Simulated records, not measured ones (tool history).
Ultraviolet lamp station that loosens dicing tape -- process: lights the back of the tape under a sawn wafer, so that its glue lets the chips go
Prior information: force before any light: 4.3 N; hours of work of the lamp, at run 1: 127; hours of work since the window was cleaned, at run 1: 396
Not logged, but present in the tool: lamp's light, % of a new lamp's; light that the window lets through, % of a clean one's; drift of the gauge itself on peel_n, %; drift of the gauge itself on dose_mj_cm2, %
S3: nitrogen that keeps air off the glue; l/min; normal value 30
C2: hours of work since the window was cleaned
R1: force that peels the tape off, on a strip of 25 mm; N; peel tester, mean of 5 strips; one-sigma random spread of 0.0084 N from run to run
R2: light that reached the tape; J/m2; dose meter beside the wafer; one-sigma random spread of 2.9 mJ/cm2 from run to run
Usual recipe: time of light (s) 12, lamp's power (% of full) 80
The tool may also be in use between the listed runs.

run 1 hour=0 | time_of_light_(s)=12 lamp's_power_(%_of_full)=80 S3=30 | hours_of_work_of_the_lamp=127 C2=396 | R1=0.412 R2=3530
run 2 hour=17.9 | time_of_light_(s)=12 lamp's_power_(%_of_full)=80 S3=31 | hours_of_work_of_the_lamp=138 C2=407 | R1=0.425 R2=3480
run 3 hour=45.7 | time_of_light_(s)=12 lamp's_power_(%_of_full)=80 S3=31 | hours_of_work_of_the_lamp=155 C2=424 | R1=0.417 R2=3450
run 4 hour=65.2 | time_of_light_(s)=12 lamp's_power_(%_of_full)=80 S3=31 | hours_of_work_of_the_lamp=166 C2=436 | R1=0.429 R2=3390
-- hour=81.4 window cleaned of glue's vapour
run 5 hour=85 | time_of_light_(s)=12 lamp's_power_(%_of_full)=82 S3=30 | hours_of_work_of_the_lamp=178 C2=2 | R1=0.36 R2=3780
run 6 hour=121.8 | time_of_light_(s)=20 lamp's_power_(%_of_full)=80 S3=30 | hours_of_work_of_the_lamp=200 C2=24 | R1=0.244 R2=6090
run 7 hour=138.4 | time_of_light_(s)=14 lamp's_power_(%_of_full)=80 S3=30 | hours_of_work_of_the_lamp=210 C2=34 | R1=0.331 R2=4180
run 8 hour=159.5 | time_of_light_(s)=6 lamp's_power_(%_of_full)=80 S3=26 | hours_of_work_of_the_lamp=223 C2=47 | R1=1.185 R2=1750
run 9 hour=181.4 | time_of_light_(s)=12 lamp's_power_(%_of_full)=63 S3=30 | hours_of_work_of_the_lamp=236 C2=60 | R1=0.573 R2=2810
run 10 hour=214.4 | time_of_light_(s)=12 lamp's_power_(%_of_full)=63 S3=30 | hours_of_work_of_the_lamp=256 C2=80 | R1=0.61 R2=2700
run 11 hour=236.6 | time_of_light_(s)=12 lamp's_power_(%_of_full)=61 S3=26 | hours_of_work_of_the_lamp=269 C2=93 | R1=0.692 R2=2560
run 12 hour=256.8 | time_of_light_(s)=12 lamp's_power_(%_of_full)=61 S3=26 | hours_of_work_of_the_lamp=281 C2=105 | R1=0.696 R2=2590
run 13 hour=288.1 | time_of_light_(s)=11 lamp's_power_(%_of_full)=62 S3=26 | hours_of_work_of_the_lamp=300 C2=124 | R1=0.832 R2=2320

5 options for the next run, each taken on its own from the tool as it stands now. Forecast them:
run A hour=320.8 | time_of_light_(s)=10 lamp's_power_(%_of_full)=73 S3=30 | hours_of_work_of_the_lamp=320 C2=144 | R1=? R2=?
run B hour=320.8 | time_of_light_(s)=11 lamp's_power_(%_of_full)=73 S3=26 | hours_of_work_of_the_lamp=320 C2=144 | R1=? R2=?
run C hour=320.8 | time_of_light_(s)=11 lamp's_power_(%_of_full)=72 S3=26 | hours_of_work_of_the_lamp=320 C2=144 | R1=? R2=?
run D hour=320.8 | time_of_light_(s)=19 lamp's_power_(%_of_full)=60 S3=30 | hours_of_work_of_the_lamp=320 C2=144 | R1=? R2=?
run E hour=320.8 | time_of_light_(s)=21 lamp's_power_(%_of_full)=79 S3=15 | hours_of_work_of_the_lamp=320 C2=144 | R1=? R2=?

run=A R1=0.704 R2=2480
run=B R1=0.657 R2=2800
run=C R1=0.654 R2=2710
run=D R1=0.365 R2=3920
run=E R1=0.336 R2=5690
The same runs, with their run-to-run variation unchanged, on a tool lacking any hidden condition would have given:
run=A R1=0.503 R2=3110
run=B R1=0.469 R2=3500
run=C R1=0.467 R2=3400
run=D R1=0.288 R2=4900
run=E R1=0.274 R2=7110
